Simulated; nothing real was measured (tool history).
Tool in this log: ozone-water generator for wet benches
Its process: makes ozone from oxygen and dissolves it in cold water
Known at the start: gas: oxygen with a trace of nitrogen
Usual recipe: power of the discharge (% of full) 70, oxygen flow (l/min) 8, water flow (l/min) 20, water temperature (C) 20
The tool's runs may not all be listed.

| run | day | power of the discharge (% of full) | oxygen flow (l/min) | water flow (l/min) | water temperature (C) | dissolved ozone (ppm) | ozone in the gas ahead of the water (g/m3) |
|---|---|---|---|---|---|---|---|
| 1 | 0 | 70 | 8 | 20 | 20 | 26.6 | 190.1 |
|  | 4.496 | water thermometer calibrated |
| 2 | 4.729 | 70 | 8 | 20 | 20 | 26.9 | 190 |
| 3 | 12.612 | 70 | 8 | 20 | 20 | 27 | 188.9 |
| 4 | 20.246 | 70 | 8 | 20 | 20 | 26.9 | 187.2 |
| 5 | 24.312 | 70 | 8 | 20 | 20 | 26.6 | 186.9 |
| 6 | 31.579 | 70 | 8 | 20 | 20 | 26.1 | 186.8 |
|  | 35.792 | contactor cleaned |
| 7 | 36.288 | 98 | 8 | 20 | 20 | 31.2 | 217.3 |
| 8 | 44.696 | 98 | 8 | 20 | 20 | 31.1 | 215.4 |
| 9 | 49.212 | 98 | 8 | 29 | 20 | 24.5 | 214.8 |
| 10 | 57.633 | 98 | 8 | 29 | 20 | 24.7 | 212.1 |
| 11 | 63.654 | 98 | 8 | 29 | 20 | 24.1 | 212.9 |
| 12 | 70.5 | 70 | 8 | 13 | 20 | 31.8 | 181.7 |
| 13 | 74.733 | 70 | 8 | 13 | 20 | 32 | 182.4 |
| 14 | 81.954 | 70 | 8 | 27 | 20 | 22.1 | 182.3 |
| 15 | 88.358 | 70 | 8 | 27 | 20 | 21.7 | 179.5 |
| 16 | 92.338 | 70 | 5.72 | 20 | 20 | 27 | 224.3 |
| 17 | 98.117 | 70 | 5.72 | 12 | 17 | 38.2 | 220.5 |
| 18 | 104.229 | 70 | 5.72 | 12 | 17 | 38 | 222.2 |
| 19 | 109.15 | 70 | 5.72 | 12 | 17 | 38 | 220.6 |
| 20 | 117.217 | 70 | 12.11 | 20 | 20 | 22.3 | 136.8 |
| 21 | 124.146 | 70 | 12.11 | 20 | 20 | 22.6 | 134.2 |
| 22 | 130.483 | 70 | 8.21 | 19 | 20 | 25.6 | 173 |
| 23 | 135.967 | 44 | 8 | 21 | 20 | 19.9 | 145 |
| 24 | 139.629 | 49 | 8 | 29 | 25 | 15.9 | 150 |
| 25 | 143.458 | 60 | 6.04 | 16 | 20 | 28.2 | 197 |
| 26 | 152.475 | 99 | 8 | 13 | 25 | 31.6 | 198.6 |
|  | 156.629 | electrodes of the discharge changed |
| 27 | 161.05 | 99 | 8 | 31 | 18 | 29.6 | 266.2 |
| 28 | 167.079 | 45 | 5.63 | 20 | 20 | 26.6 | 220.8 |
| 29 | 175.888 | 60 | 8 | 18 | 21 | 29.7 | 204.8 |
| 30 | 180.979 | 63 | 6.96 | 20 | 20 | 30.5 | 228.3 |
| 31 | 189.838 | 63 | 6.96 | 20 | 20 | 30.2 | 230.3 |
| 32 | 196 | 70 | 10.95 | 17 | 20 | 30.8 | 181.8 |

What if the next run were any one of these 5? Each begins from the tool's condition after run 32:
| A | 203.912 | 70 | 7.7 | 13 | 20 | ? | ? |
| B | 203.912 | 70 | 9.54 | 17 | 15 | ? | ? |
| C | 203.912 | 99 | 8 | 20 | 23 | ? | ? |
| D | 203.912 | 70 | 4.96 | 14 | 23 | ? | ? |
| E | 203.912 | 70 | 10.95 | 17 | 17 | ? | ? |

| run | dissolved ozone (ppm) | ozone in the gas ahead of the water (g/m3) |
|---|---|---|
| A | 38.7 | 224 |
| B | 35.4 | 193.3 |
| C | 34.8 | 259.8 |
| D | 39.5 | 295.1 |
| E | 32.4 | 177.1 |
With no hidden state in the tool, these same runs would have given:
| run | dissolved ozone (ppm) | ozone in the gas ahead of the water (g/m3) |
|---|---|---|
| A | 40.6 | 229.2 |
| B | 37.2 | 197.8 |
| C | 36.8 | 266.9 |
| D | 41.5 | 301.9 |
| E | 34.1 | 181.3 |
